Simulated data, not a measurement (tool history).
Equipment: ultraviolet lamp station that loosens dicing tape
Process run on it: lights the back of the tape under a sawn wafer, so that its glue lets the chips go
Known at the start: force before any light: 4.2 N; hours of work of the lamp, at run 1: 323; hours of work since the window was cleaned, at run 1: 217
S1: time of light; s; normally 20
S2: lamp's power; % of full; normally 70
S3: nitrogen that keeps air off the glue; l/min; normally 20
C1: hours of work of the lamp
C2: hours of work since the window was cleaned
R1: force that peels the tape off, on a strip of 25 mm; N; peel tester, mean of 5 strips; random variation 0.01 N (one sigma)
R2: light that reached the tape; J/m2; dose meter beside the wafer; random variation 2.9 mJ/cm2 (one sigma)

{"run": 1, "hour": 0.0, "S1": 20, "S2": 70, "S3": 20, "C1": 323, "C2": 217, "R1": 0.456, "R2": 4280}
{"run": 2, "hour": 7.6, "S1": 20, "S2": 70, "S3": 20, "C1": 329, "C2": 223, "R1": 0.461, "R2": 4270}
{"run": 3, "hour": 17.1, "S1": 20, "S2": 70, "S3": 20, "C1": 336, "C2": 230, "R1": 0.453, "R2": 4280}
{"run": 4, "hour": 28.8, "S1": 18, "S2": 70, "S3": 20, "C1": 345, "C2": 239, "R1": 0.551, "R2": 3930}
{"run": 5, "hour": 35.2, "S1": 20, "S2": 70, "S3": 20, "C1": 350, "C2": 244, "R1": 0.467, "R2": 4260}
{"run": 6, "hour": 41.3, "S1": 20, "S2": 70, "S3": 20, "C1": 354, "C2": 249, "R1": 0.463, "R2": 4270}
{"run": 7, "hour": 49.3, "S1": 20, "S2": 70, "S3": 20, "C1": 361, "C2": 255, "R1": 0.448, "R2": 4300}
{"run": 8, "hour": 56.0, "S1": 20, "S2": 70, "S3": 20, "C1": 366, "C2": 260, "R1": 0.431, "R2": 4290}
{"hour": 60.1, "done": "window cleaned of glue's vapour"}
{"run": 9, "hour": 65.9, "S1": 20, "S2": 70, "S3": 8, "C1": 373, "C2": 4, "R1": 0.888, "R2": 4270}
{"run": 10, "hour": 72.4, "S1": 20, "S2": 70, "S3": 8, "C1": 378, "C2": 9, "R1": 0.887, "R2": 4280}
{"run": 11, "hour": 79.4, "S1": 20, "S2": 70, "S3": 20, "C1": 383, "C2": 15, "R1": 0.462, "R2": 4270}
{"run": 12, "hour": 90.4, "S1": 20, "S2": 70, "S3": 20, "C1": 391, "C2": 23, "R1": 0.445, "R2": 4260}
{"run": 13, "hour": 99.6, "S1": 20, "S2": 70, "S3": 20, "C1": 398, "C2": 30, "R1": 0.448, "R2": 4330}
{"run": 14, "hour": 110.1, "S1": 20, "S2": 70, "S3": 20, "C1": 406, "C2": 38, "R1": 0.425, "R2": 4250}
{"run": 15, "hour": 121.9, "S1": 20, "S2": 70, "S3": 20, "C1": 415, "C2": 47, "R1": 0.454, "R2": 4280}
{"run": 16, "hour": 128.5, "S1": 20, "S2": 70, "S3": 20, "C1": 420, "C2": 52, "R1": 0.465, "R2": 4240}
{"run": 17, "hour": 137.2, "S1": 20, "S2": 70, "S3": 20, "C1": 427, "C2": 59, "R1": 0.437, "R2": 4250}
{"run": 18, "hour": 146.8, "S1": 20, "S2": 65, "S3": 20, "C1": 434, "C2": 66, "R1": 0.5, "R2": 3950}
{"run": 19, "hour": 158.5, "S1": 36, "S2": 70, "S3": 20, "C1": 443, "C2": 75, "R1": 0.148, "R2": 7760}
{"run": 20, "hour": 167.7, "S1": 36, "S2": 70, "S3": 20, "C1": 450, "C2": 82, "R1": 0.148, "R2": 7690}
{"run": 21, "hour": 175.8, "S1": 20, "S2": 70, "S3": 20, "C1": 456, "C2": 88, "R1": 0.442, "R2": 4310}
{"run": 22, "hour": 186.1, "S1": 20, "S2": 70, "S3": 20, "C1": 464, "C2": 96, "R1": 0.435, "R2": 4290}
{"run": 23, "hour": 194.0, "S1": 20, "S2": 68, "S3": 20, "C1": 470, "C2": 102, "R1": 0.466, "R2": 4180}
{"run": 24, "hour": 205.7, "S1": 20, "S2": 68, "S3": 20, "C1": 479, "C2": 111, "R1": 0.472, "R2": 4150}
{"run": 25, "hour": 217.4, "S1": 25, "S2": 71, "S3": 9, "C1": 488, "C2": 120, "R1": 0.544, "R2": 5360}
{"run": 26, "hour": 224.4, "S1": 23, "S2": 83, "S3": 12, "C1": 493, "C2": 125, "R1": 0.367, "R2": 5830}
{"run": 27, "hour": 230.2, "S1": 23, "S2": 83, "S3": 12, "C1": 498, "C2": 129, "R1": 0.38, "R2": 5830}
{"run": 28, "hour": 241.3, "S1": 23, "S2": 83, "S3": 12, "C1": 506, "C2": 138, "R1": 0.375, "R2": 5820}
{"run": 29, "hour": 250.2, "S1": 32, "S2": 76, "S3": 20, "C1": 513, "C2": 144, "R1": 0.165, "R2": 7440}
{"run": 30, "hour": 261.7, "S1": 32, "S2": 76, "S3": 17, "C1": 521, "C2": 153, "R1": 0.178, "R2": 7410}
{"run": 31, "hour": 272.9, "S1": 32, "S2": 76, "S3": 17, "C1": 530, "C2": 162, "R1": 0.181, "R2": 7460}
{"run": 32, "hour": 281.8, "S1": 14, "S2": 65, "S3": 18, "C1": 537, "C2": 168, "R1": 1.007, "R2": 2780}
{"run": 33, "hour": 291.8, "S1": 14, "S2": 65, "S3": 18, "C1": 544, "C2": 176, "R1": 0.96, "R2": 2800}
{"run": 34, "hour": 298.2, "S1": 14, "S2": 65, "S3": 18, "C1": 549, "C2": 181, "R1": 0.968, "R2": 2810}
{"run": 35, "hour": 308.8, "S1": 14, "S2": 70, "S3": 20, "C1": 557, "C2": 189, "R1": 0.856, "R2": 3010}
{"run": 36, "hour": 318.0, "S1": 14, "S2": 70, "S3": 20, "C1": 564, "C2": 196, "R1": 0.848, "R2": 2970}
{"run": 37, "hour": 329.9, "S1": 11, "S2": 74, "S3": 32, "C1": 573, "C2": 205, "R1": 0.868, "R2": 2440}
{"run": 38, "hour": 335.8, "S1": 19, "S2": 62, "S3": 21, "C1": 578, "C2": 209, "R1": 0.585, "R2": 3600}
{"run": 39, "hour": 346.3, "S1": 19, "S2": 62, "S3": 21, "C1": 586, "C2": 217, "R1": 0.602, "R2": 3630}
{"run": 40, "hour": 352.6, "S1": 20, "S2": 62, "S3": 20, "C1": 590, "C2": 222, "R1": 0.581, "R2": 3700}
{"run": 41, "hour": 359.8, "S1": 20, "S2": 77, "S3": 20, "C1": 596, "C2": 228, "R1": 0.355, "R2": 4670}
{"run": 42, "hour": 366.3, "S1": 20, "S2": 77, "S3": 6, "C1": 601, "C2": 233, "R1": 0.889, "R2": 4680}
{"run": 43, "hour": 373.8, "S1": 20, "S2": 84, "S3": 20, "C1": 607, "C2": 238, "R1": 0.321, "R2": 5150}

Here are 3 independent what-if runs from the current tool condition. What would each one return?
{"run": "A", "hour": 380.5, "S1": 20, "S2": 72, "S3": 17, "C1": 612, "C2": 243, "R1": "?", "R2": "?"}
{"run": "B", "hour": 380.5, "S1": 12, "S2": 80, "S3": 20, "C1": 612, "C2": 243, "R1": "?", "R2": "?"}
{"run": "C", "hour": 380.5, "S1": 26, "S2": 92, "S3": 12, "C1": 612, "C2": 243, "R1": "?", "R2": "?"}

run=A R1=0.49 R2=4380
run=B R1=0.846 R2=2920
run=C R1=0.239 R2=7330
Without the tool's hidden state the same runs would have given:
run=A R1=0.486 R2=4390
run=B R1=0.842 R2=2930
run=C R1=0.237 R2=7360
